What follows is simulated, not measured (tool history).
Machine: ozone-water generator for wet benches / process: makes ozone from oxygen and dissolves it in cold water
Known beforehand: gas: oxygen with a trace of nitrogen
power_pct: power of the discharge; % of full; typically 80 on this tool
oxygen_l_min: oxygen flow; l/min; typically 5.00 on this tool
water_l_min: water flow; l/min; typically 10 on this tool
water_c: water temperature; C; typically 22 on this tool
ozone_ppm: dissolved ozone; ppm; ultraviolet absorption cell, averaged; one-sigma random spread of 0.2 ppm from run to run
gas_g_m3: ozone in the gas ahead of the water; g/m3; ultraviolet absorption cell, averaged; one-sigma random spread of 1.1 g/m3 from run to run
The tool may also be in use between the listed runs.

run	hour	power_pct	oxygen_l_min	water_l_min	water_c	ozone_ppm	gas_g_m3
1	0.0	80	5.00	10	22	27.2	183.7
2	148.6	80	5.00	10	22	27.0	183.4
3	252.7	80	7.67	10	22	25.1	149.5
4	337.1	80	7.67	10	22	26.2	148.0
5	420.8	80	7.67	10	22	25.6	148.8
6	523.3	80	7.67	10	22	25.8	148.8
7	642.9	80	7.67	10	22	25.9	148.4
8	839.1	80	5.00	13	22	22.8	181.2
9	987.8	80	5.00	13	23	22.0	178.3
10	1084.6	80	5.00	13	23	22.5	179.8
11	1184.2	80	5.00	13	23	22.4	178.4
12	1368.9	80	5.00	13	23	22.1	178.7
13	1476.2	80	5.00	13	23	22.0	179.1
14	1576.8	80	5.00	12	22	23.6	177.4
15	1683.1	80	7.27	10	22	25.4	147.7
16	1823.5	80	7.27	10	22	25.2	148.3
17	1956.9	80	7.27	10	22	25.1	146.9
18	2124.3	49	5.00	10	22	20.5	136.3
19	2206.0	80	5.00	10	17	29.2	175.1
20	2356.1	80	5.45	10	23	25.4	169.1
21	2478.9	80	5.00	8	28	26.3	176.9
22	2664.7	80	5.00	10	23	25.6	174.1
23	2796.8	96	6.31	10	23	27.1	168.4
24	2927.0	96	6.31	10	23	26.8	168.5
25	3010.6	96	6.31	10	23	26.4	168.5
26	3164.6	80	2.73	10	19	27.4	229.6
27	3245.7	51	5.93	11	22	18.8	125.9
28	3364.5	51	5.93	11	22	18.7	125.4
29	3560.9	53	5.00	10	22	20.7	138.5
30	3664.4	53	5.00	10	22	20.9	137.3
31	3744.3	53	5.00	10	22	20.7	138.5
32	3876.0	88	5.00	10	20	27.3	178.4
33	3997.4	88	5.00	10	20	27.2	175.8

Between the runs listed above, the log contained 3 entries, not reproduced here. Where in the sequence does each belong, and how does what the log doesn't record of the tool's condition differ from the listed run before to the listed run after?
Between runs 3 and 4: contactor cleaned (hour 307.2)
  yield of the discharge, % of new electrodes': 97.7 -> 97.6; contactor's efficiency, % of a clean one's: 91 -> 99.6; true water temperature over the reading, C: 0.13 -> 0.14
  measured result minus the result with no hidden state, ozone_ppm: -1.6 -> -0.8 ppm; gas_g_m3: -3.7 -> -4.0 g/m3
Between runs 6 and 7: water thermometer calibrated (hour 591.5)
  yield of the discharge, % of new electrodes': 97.2 -> 96.9; contactor's efficiency, % of a clean one's: 99.3 -> 99.2; true water temperature over the reading, C: 0.14 -> 0
  measured result minus the result with no hidden state, ozone_ppm: -0.9 -> -0.9 ppm; gas_g_m3: -4.7 -> -5.0 g/m3
Between runs 28 and 29: water thermometer calibrated (hour 3559.4)
  yield of the discharge, % of new electrodes': 91.5 -> 91.2; contactor's efficiency, % of a clean one's: 95.6 -> 95.4; true water temperature over the reading, C: 0.11 -> 0.04
  measured result minus the result with no hidden state, ozone_ppm: -1.8 -> -2.1 ppm; gas_g_m3: -9.7 -> -11.4 g/m3

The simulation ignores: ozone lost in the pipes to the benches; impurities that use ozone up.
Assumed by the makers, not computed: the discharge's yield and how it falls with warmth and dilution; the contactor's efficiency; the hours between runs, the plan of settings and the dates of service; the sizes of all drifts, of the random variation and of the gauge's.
